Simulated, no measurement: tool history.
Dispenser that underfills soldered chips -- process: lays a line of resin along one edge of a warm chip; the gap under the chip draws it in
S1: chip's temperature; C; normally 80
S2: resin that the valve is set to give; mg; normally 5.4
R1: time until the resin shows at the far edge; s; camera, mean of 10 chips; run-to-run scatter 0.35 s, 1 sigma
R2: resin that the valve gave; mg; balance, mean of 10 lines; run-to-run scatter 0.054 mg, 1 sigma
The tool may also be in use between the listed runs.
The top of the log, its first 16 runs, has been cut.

run,hour,S1,S2,R1,R2
# hour 185.9: new syringe of resin
17,192.7,77,5.4,26.1,5.3
# hour 196.8: new syringe of resin
# hour 207.8: new syringe of resin
18,208,81,6.51,16.2,6.33
# hour 218.9: new syringe of resin
19,223.4,77,5.4,24.1,5.14
# hour 229.9: new syringe of resin
20,239.4,80,6.11,26.3,5.78
# hour 240.5: new syringe of resin
# hour 252.1: new syringe of resin
21,254.4,80,6.11,18.5,5.76
# hour 262.7: new syringe of resin
22,264.8,80,6.11,17.9,5.7
# hour 274: new syringe of resin
23,280.7,95,6.9,13.5,6.41
# hour 285.7: new syringe of resin
# hour 296.6: new syringe of resin
24,296.6,92,5.01,11.4,4.66
# hour 307.8: new syringe of resin
25,311.6,92,5.01,13.8,4.54
# hour 319.2: new syringe of resin
26,323.5,92,5.01,14.1,4.56
# hour 330.5: new syringe of resin
27,335.5,68,6.88,33.5,6.14
# hour 341.3: new syringe of resin
28,349.2,89,6.46,18.2,5.72
# hour 352.1: new syringe of resin
29,359.9,69,4.61,42,4.12
# hour 362.7: new syringe of resin
# hour 373.8: dispensing valve cleaned and set on the balance
30,373.8,66,5,47.2,4.96
# hour 374.8: new syringe of resin
31,384.5,94,5.89,16.3,5.89
# hour 385.7: new syringe of resin
# hour 386.7: stage's temperature calibrated
# hour 397.4: new syringe of resin
32,399.2,94,5.89,11.1,5.8

Forecast each of these 5 alternatives for the next run:
# hour 408.9: new syringe of resin
A,411.7,90,5.05,?,?
# hour 408.9: new syringe of resin
B,411.7,73,6.31,?,?
# hour 408.9: new syringe of resin
C,411.7,76,5.48,?,?
# hour 408.9: new syringe of resin
D,411.7,94,6.94,?,?
# hour 408.9: new syringe of resin
E,411.7,87,5.89,?,?

run,R1,R2
A,15.3,4.96
B,26.2,6.2
C,23.5,5.47
D,11.8,6.93
E,15.7,5.75
What these runs would have given with no unlogged condition in the tool:
run,R1,R2
A,13.1,5.07
B,22.4,6.34
C,20,5.58
D,9.9,7.08
E,13.4,5.87
